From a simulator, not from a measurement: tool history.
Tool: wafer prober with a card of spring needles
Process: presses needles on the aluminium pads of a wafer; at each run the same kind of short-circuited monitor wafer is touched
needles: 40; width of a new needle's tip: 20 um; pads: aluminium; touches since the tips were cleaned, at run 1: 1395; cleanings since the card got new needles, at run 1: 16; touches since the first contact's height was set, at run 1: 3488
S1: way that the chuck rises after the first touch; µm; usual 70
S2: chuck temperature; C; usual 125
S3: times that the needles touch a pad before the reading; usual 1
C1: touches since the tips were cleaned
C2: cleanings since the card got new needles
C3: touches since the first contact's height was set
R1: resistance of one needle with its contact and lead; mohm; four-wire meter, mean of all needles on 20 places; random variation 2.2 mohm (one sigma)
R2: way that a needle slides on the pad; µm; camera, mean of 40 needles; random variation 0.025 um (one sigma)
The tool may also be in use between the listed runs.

run,day,S1,S2,S3,C1,C2,C3,R1,R2
1,0.000,70,125,1,1395,16,3488,403,19.44
# day 0.546: tips cleaned on abrasive film
2,0.929,53,125,1,4975,17,15451,804,14.67
# day 1.200: tips cleaned on abrasive film
3,1.767,53,125,1,7302,18,26189,905,14.65
# day 1.917: tips cleaned on abrasive film
4,2.308,53,125,1,5061,19,33168,826,14.62
# day 2.608: tips cleaned on abrasive film
5,3.100,53,125,1,6357,20,43312,863,14.58
# day 3.262: tips cleaned on abrasive film
# day 3.929: tips cleaned on abrasive film
6,3.929,79,125,1,0,22,53937,258,21.81
7,4.375,65,125,1,5728,22,59665,645,17.96
# day 4.612: tips cleaned on abrasive film
# day 5.017: height of the first contact set anew
8,5.179,70,125,1,7146,23,2066,619,19.40
# day 5.308: tips cleaned on abrasive film
9,5.725,70,125,1,5336,24,9067,572,19.42
# day 5.996: tips cleaned on abrasive film
10,6.542,70,125,1,7053,25,19587,609,19.38
# day 6.688: tips cleaned on abrasive film
11,7.054,70,125,1,4717,26,26136,589,19.39
# day 7.396: tips cleaned on abrasive film
12,7.788,70,96,1,5054,27,35556,589,19.40
# day 8.058: tips cleaned on abrasive film
13,8.579,70,125,1,6710,28,45735,620,19.39
# day 8.712: tips cleaned on abrasive film
# day 9.412: tips cleaned on abrasive film
14,9.412,70,101,1,0,30,56381,285,19.31
# day 10.121: tips cleaned on abrasive film
# day 10.296: height of the first contact set anew
15,10.367,53,101,1,2972,31,909,753,14.73
# day 10.833: tips cleaned on abrasive film
16,11.229,70,125,1,5100,32,12028,582,19.43
# day 11.546: tips cleaned on abrasive film
17,11.858,70,41,2,4023,33,20091,445,19.46
# day 12.271: tips cleaned on abrasive film
18,12.508,70,59,2,3086,34,28454,410,19.34
# day 12.988: tips cleaned on abrasive film
19,13.133,70,59,2,1863,35,36444,362,19.32
20,13.600,67,37,1,7921,35,42502,721,18.51
# day 13.671: tips cleaned on abrasive film
# day 14.362: tips cleaned on abrasive film
21,14.554,67,37,1,2481,37,54707,521,18.48
# day 15.062: tips cleaned on abrasive film
22,15.062,75,43,2,0,38,61214,243,20.71
# day 15.550: height of the first contact set anew
23,15.604,73,31,2,6858,38,721,460,20.27
# day 15.733: tips cleaned on abrasive film
24,16.271,69,91,2,6918,39,9236,493,19.11
# day 16.425: tips cleaned on abrasive film
# day 17.096: tips cleaned on abrasive film
25,17.292,69,91,2,2489,41,22309,398,19.10
# day 17.762: tips cleaned on abrasive film
26,18.188,69,91,2,5485,42,33854,485,19.12
# day 18.479: tips cleaned on abrasive film
27,18.912,72,125,2,5596,43,43169,453,19.90
# day 19.212: tips cleaned on abrasive film
28,19.596,72,125,2,4912,44,51914,453,19.88
# day 19.871: tips cleaned on abrasive film
29,20.342,79,125,3,6113,45,61527,355,21.81
# day 20.554: tips cleaned on abrasive film
# day 20.829: height of the first contact set anew
30,21.196,79,125,3,8106,46,4691,367,21.95
# day 21.288: tips cleaned on abrasive film
# day 21.967: tips cleaned on abrasive film
31,22.188,63,44,1,2871,48,17438,616,17.45
# day 22.688: tips cleaned on abrasive film
32,23.200,69,44,2,6580,49,30423,504,19.12

How the hidden state differs across the entries between the runs, from the last listed run before each to the first after it:
Between runs 1 and 2: tips cleaned on abrasive film (day 0.546)
  debris on the tips, nm: 56 -> 117.5; way that the needles fall short of the set height, um: 0.06 -> 0.15; tips' diameter, um: 20.37 -> 20.4
  measured less the result without the state, R1: +155 -> +549 mohm; R2: -0.02 -> -0.04 µm
Between runs 2 and 3: tips cleaned on abrasive film (day 1.200)
  debris on the tips, nm: 117.5 -> 137.6; way that the needles fall short of the set height, um: 0.15 -> 0.23; tips' diameter, um: 20.4 -> 20.42
  measured less the result without the state, R1: +549 -> +650 mohm; R2: -0.04 -> -0.06 µm
Between runs 3 and 4: tips cleaned on abrasive film (day 1.917)
  debris on the tips, nm: 137.6 -> 120.3; way that the needles fall short of the set height, um: 0.23 -> 0.3; tips' diameter, um: 20.42 -> 20.45
  measured less the result without the state, R1: +650 -> +570 mohm; R2: -0.06 -> -0.08 µm
Between runs 4 and 5: tips cleaned on abrasive film (day 2.608)
  debris on the tips, nm: 120.3 -> 128.7; way that the needles fall short of the set height, um: 0.3 -> 0.37; tips' diameter, um: 20.45 -> 20.47
  measured less the result without the state, R1: +570 -> +610 mohm; R2: -0.08 -> -0.10 µm
Between runs 5 and 6: tips cleaned on abrasive film (day 3.262); tips cleaned on abrasive film (day 3.929)
  debris on the tips, nm: 128.7 -> 6.4; way that the needles fall short of the set height, um: 0.37 -> 0.52; tips' diameter, um: 20.47 -> 20.53
  measured less the result without the state, R1: +610 -> +15 mohm; R2: -0.10 -> -0.14 µm
Between runs 7 and 8: tips cleaned on abrasive film (day 4.612); height of the first contact set anew (day 5.017)
  debris on the tips, nm: 123.5 -> 133; way that the needles fall short of the set height, um: 0.52 -> 0; tips' diameter, um: 20.53 -> 20.56
  measured less the result without the state, R1: +398 -> +373 mohm; R2: -0.15 -> +0.00 µm
Between runs 8 and 9: tips cleaned on abrasive film (day 5.308)
  debris on the tips, nm: 133 -> 117; way that the needles fall short of the set height, um: 0 -> 0.05; tips' diameter, um: 20.56 -> 20.57
  measured less the result without the state, R1: +373 -> +327 mohm; R2: +0.00 -> -0.01 µm
Between runs 9 and 10: tips cleaned on abrasive film (day 5.996)
  debris on the tips, nm: 117 -> 131.4; way that the needles fall short of the set height, um: 0.05 -> 0.13; tips' diameter, um: 20.57 -> 20.6
  measured less the result without the state, R1: +327 -> +365 mohm; R2: -0.01 -> -0.04 µm
Between runs 10 and 11: tips cleaned on abrasive film (day 6.688)
  debris on the tips, nm: 131.4 -> 119.8; way that the needles fall short of the set height, um: 0.13 -> 0.21; tips' diameter, um: 20.6 -> 20.63
  measured less the result without the state, R1: +365 -> +342 mohm; R2: -0.04 -> -0.06 µm
Between runs 11 and 12: tips cleaned on abrasive film (day 7.396)
  debris on the tips, nm: 119.8 -> 117.2; way that the needles fall short of the set height, um: 0.21 -> 0.27; tips' diameter, um: 20.63 -> 20.65
  measured less the result without the state, R1: +342 -> +350 mohm; R2: -0.06 -> -0.07 µm
Between runs 12 and 13: tips cleaned on abrasive film (day 8.058)
  debris on the tips, nm: 117.2 -> 132.6; way that the needles fall short of the set height, um: 0.27 -> 0.35; tips' diameter, um: 20.65 -> 20.68
  measured less the result without the state, R1: +350 -> +376 mohm; R2: -0.07 -> -0.09 µm
Between runs 13 and 14: tips cleaned on abrasive film (day 8.712); tips cleaned on abrasive film (day 9.412)
  debris on the tips, nm: 132.6 -> 13.7; way that the needles fall short of the set height, um: 0.35 -> 0.47; tips' diameter, um: 20.68 -> 20.72
  measured less the result without the state, R1: +376 -> +42 mohm; R2: -0.09 -> -0.13 µm
Between runs 14 and 15: tips cleaned on abrasive film (day 10.121); height of the first contact set anew (day 10.296)
  debris on the tips, nm: 13.7 -> 99.1; way that the needles fall short of the set height, um: 0.47 -> 0; tips' diameter, um: 20.72 -> 20.74
  measured less the result without the state, R1: +42 -> +502 mohm; R2: -0.13 -> +0.00 µm
Between runs 15 and 16: tips cleaned on abrasive film (day 10.833)
  debris on the tips, nm: 99.1 -> 119; way that the needles fall short of the set height, um: 0 -> 0.08; tips' diameter, um: 20.74 -> 20.77
  measured less the result without the state, R1: +502 -> +336 mohm; R2: +0.00 -> -0.02 µm
Between runs 16 and 17: tips cleaned on abrasive film (day 11.546)
  debris on the tips, nm: 119 -> 110.1; way that the needles fall short of the set height, um: 0.08 -> 0.17; tips' diameter, um: 20.77 -> 20.8
  measured less the result without the state, R1: +336 -> +219 mohm; R2: -0.02 -> -0.05 µm
Between runs 17 and 18: tips cleaned on abrasive film (day 12.271)
  debris on the tips, nm: 110.1 -> 93.8; way that the needles fall short of the set height, um: 0.17 -> 0.24; tips' diameter, um: 20.8 -> 20.83
  measured less the result without the state, R1: +219 -> +182 mohm; R2: -0.05 -> -0.06 µm
Between runs 18 and 19: tips cleaned on abrasive film (day 12.988)
  debris on the tips, nm: 93.8 -> 68.3; way that the needles fall short of the set height, um: 0.24 -> 0.32; tips' diameter, um: 20.83 -> 20.85
  measured less the result without the state, R1: +182 -> +133 mohm; R2: -0.06 -> -0.09 µm
Between runs 20 and 21: tips cleaned on abrasive film (day 13.671); tips cleaned on abrasive film (day 14.362)
  debris on the tips, nm: 137.9 -> 81.2; way that the needles fall short of the set height, um: 0.32 -> 0.49; tips' diameter, um: 20.85 -> 20.91
  measured less the result without the state, R1: +498 -> +297 mohm; R2: -0.09 -> -0.14 µm
Between runs 21 and 22: tips cleaned on abrasive film (day 15.062)
  debris on the tips, nm: 81.2 -> 9.2; way that the needles fall short of the set height, um: 0.49 -> 0.57; tips' diameter, um: 20.91 -> 20.94
  measured less the result without the state, R1: +297 -> +18 mohm; R2: -0.14 -> -0.16 µm
Between runs 22 and 23: height of the first contact set anew (day 15.550)
  debris on the tips, nm: 9.2 -> 130.8; way that the needles fall short of the set height, um: 0.57 -> 0
  measured less the result without the state, R1: +18 -> +241 mohm; R2: -0.16 -> +0.00 µm
Between runs 23 and 24: tips cleaned on abrasive film (day 15.733)
  debris on the tips, nm: 130.8 -> 136.4; way that the needles fall short of the set height, um: 0 -> 0.09; tips' diameter, um: 20.94 -> 20.97
  measured less the result without the state, R1: +241 -> +257 mohm; R2: +0.00 -> -0.02 µm
Between runs 24 and 25: tips cleaned on abrasive film (day 16.425); tips cleaned on abrasive film (day 17.096)
  debris on the tips, nm: 136.4 -> 82.7; way that the needles fall short of the set height, um: 0.09 -> 0.22; tips' diameter, um: 20.97 -> 21.02
  measured less the result without the state, R1: +257 -> +160 mohm; R2: -0.02 -> -0.06 µm
Between runs 25 and 26: tips cleaned on abrasive film (day 17.762)
  debris on the tips, nm: 82.7 -> 126.2; way that the needles fall short of the set height, um: 0.22 -> 0.3; tips' diameter, um: 21.02 -> 21.05
  measured less the result without the state, R1: +160 -> +246 mohm; R2: -0.06 -> -0.08 µm
Between runs 26 and 27: tips cleaned on abrasive film (day 18.479)
  debris on the tips, nm: 126.2 -> 125.4; way that the needles fall short of the set height, um: 0.3 -> 0.36; tips' diameter, um: 21.05 -> 21.07
  measured less the result without the state, R1: +246 -> +210 mohm; R2: -0.08 -> -0.10 µm
Between runs 27 and 28: tips cleaned on abrasive film (day 19.212)
  debris on the tips, nm: 125.4 -> 122.5; way that the needles fall short of the set height, um: 0.36 -> 0.44; tips' diameter, um: 21.07 -> 21.1
  measured less the result without the state, R1: +210 -> +208 mohm; R2: -0.10 -> -0.12 µm
Between runs 28 and 29: tips cleaned on abrasive film (day 19.871)
  debris on the tips, nm: 122.5 -> 130.3; way that the needles fall short of the set height, um: 0.44 -> 0.52; tips' diameter, um: 21.1 -> 21.13
  measured less the result without the state, R1: +208 -> +112 mohm; R2: -0.12 -> -0.14 µm
Between runs 29 and 30: tips cleaned on abrasive film (day 20.554); height of the first contact set anew (day 20.829)
  debris on the tips, nm: 130.3 -> 140.3; way that the needles fall short of the set height, um: 0.52 -> 0; tips' diameter, um: 21.13 -> 21.14
  measured less the result without the state, R1: +112 -> +120 mohm; R2: -0.14 -> +0.00 µm
Between runs 30 and 31: tips cleaned on abrasive film (day 21.288); tips cleaned on abrasive film (day 21.967)
  debris on the tips, nm: 140.3 -> 90.7; way that the needles fall short of the set height, um: 0 -> 0.16; tips' diameter, um: 21.14 -> 21.2
  measured less the result without the state, R1: +120 -> +384 mohm; R2: +0.00 -> -0.04 µm
Between runs 31 and 32: tips cleaned on abrasive film (day 22.688)
  debris on the tips, nm: 90.7 -> 131.6; way that the needles fall short of the set height, um: 0.16 -> 0.23; tips' diameter, um: 21.2 -> 21.22
  measured less the result without the state, R1: +384 -> +277 mohm; R2: -0.04 -> -0.07 µm
